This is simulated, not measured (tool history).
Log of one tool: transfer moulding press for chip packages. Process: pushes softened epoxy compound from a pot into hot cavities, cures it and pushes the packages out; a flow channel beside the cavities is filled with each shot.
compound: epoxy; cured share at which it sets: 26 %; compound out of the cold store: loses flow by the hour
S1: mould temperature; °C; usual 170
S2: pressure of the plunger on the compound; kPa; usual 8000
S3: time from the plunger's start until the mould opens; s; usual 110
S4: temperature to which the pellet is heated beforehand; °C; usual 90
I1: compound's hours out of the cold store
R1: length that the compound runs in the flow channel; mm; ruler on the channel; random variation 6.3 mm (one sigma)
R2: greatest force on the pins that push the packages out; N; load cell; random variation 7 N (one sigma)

run 1 hour=0 | S1=170 S2=8000 S3=110 S4=90 | I1=24.1 | R1=675 R2=289
-- hour=21.9 plunger's sealing rings changed
run 2 hour=61.2 | S1=170 S2=8000 S3=141 S4=90 | I1=10.8 | R1=718 R2=252
-- hour=72.4 cavities cleaned with cleaning compound and waxed
run 3 hour=114.9 | S1=175 S2=8000 S3=110 S4=90 | I1=29.8 | R1=663 R2=267
-- hour=145.5 cavities cleaned with cleaning compound and waxed
run 4 hour=174.3 | S1=175 S2=8000 S3=110 S4=90 | I1=18.7 | R1=682 R2=273
-- hour=218.3 cavities cleaned with cleaning compound and waxed
run 5 hour=235.1 | S1=170 S2=8000 S3=92 S4=90 | I1=43.6 | R1=648 R2=369
run 6 hour=281.7 | S1=170 S2=8000 S3=92 S4=90 | I1=36.4 | R1=667 R2=375
-- hour=286.8 mould's thermocouples calibrated
-- hour=292.9 cavities cleaned with cleaning compound and waxed
run 7 hour=316.1 | S1=170 S2=8000 S3=92 S4=90 | I1=30.3 | R1=667 R2=387
run 8 hour=342 | S1=170 S2=8000 S3=92 S4=90 | I1=9.1 | R1=702 R2=415
-- hour=364.2 cavities cleaned with cleaning compound and waxed
run 9 hour=402.3 | S1=170 S2=8000 S3=92 S4=90 | I1=35.1 | R1=678 R2=379
-- hour=436.5 cavities cleaned with cleaning compound and waxed
run 10 hour=446.2 | S1=170 S2=8000 S3=119 S4=90 | I1=11.7 | R1=703 R2=277
-- hour=480.8 plunger's sealing rings changed
run 11 hour=501.7 | S1=170 S2=8000 S3=119 S4=90 | I1=38.6 | R1=658 R2=277
-- hour=512.7 cavities cleaned with cleaning compound and waxed
run 12 hour=550.5 | S1=170 S2=8000 S3=119 S4=90 | I1=47.4 | R1=648 R2=291
-- hour=584.6 cavities cleaned with cleaning compound and waxed
run 13 hour=601.4 | S1=170 S2=8000 S3=119 S4=90 | I1=42.8 | R1=657 R2=264

Forecast run 14:
-- hour=656.6 cavities cleaned with cleaning compound and waxed
run 14 hour=663 | S1=172 S2=9820 S3=119 S4=90 | I1=40.6 | R1=? R2=?

{"run 14": {"R1": 721, "R2": 273}}
Without the tool's hidden state the same run would have given R1 722 mm, R2 272 N.

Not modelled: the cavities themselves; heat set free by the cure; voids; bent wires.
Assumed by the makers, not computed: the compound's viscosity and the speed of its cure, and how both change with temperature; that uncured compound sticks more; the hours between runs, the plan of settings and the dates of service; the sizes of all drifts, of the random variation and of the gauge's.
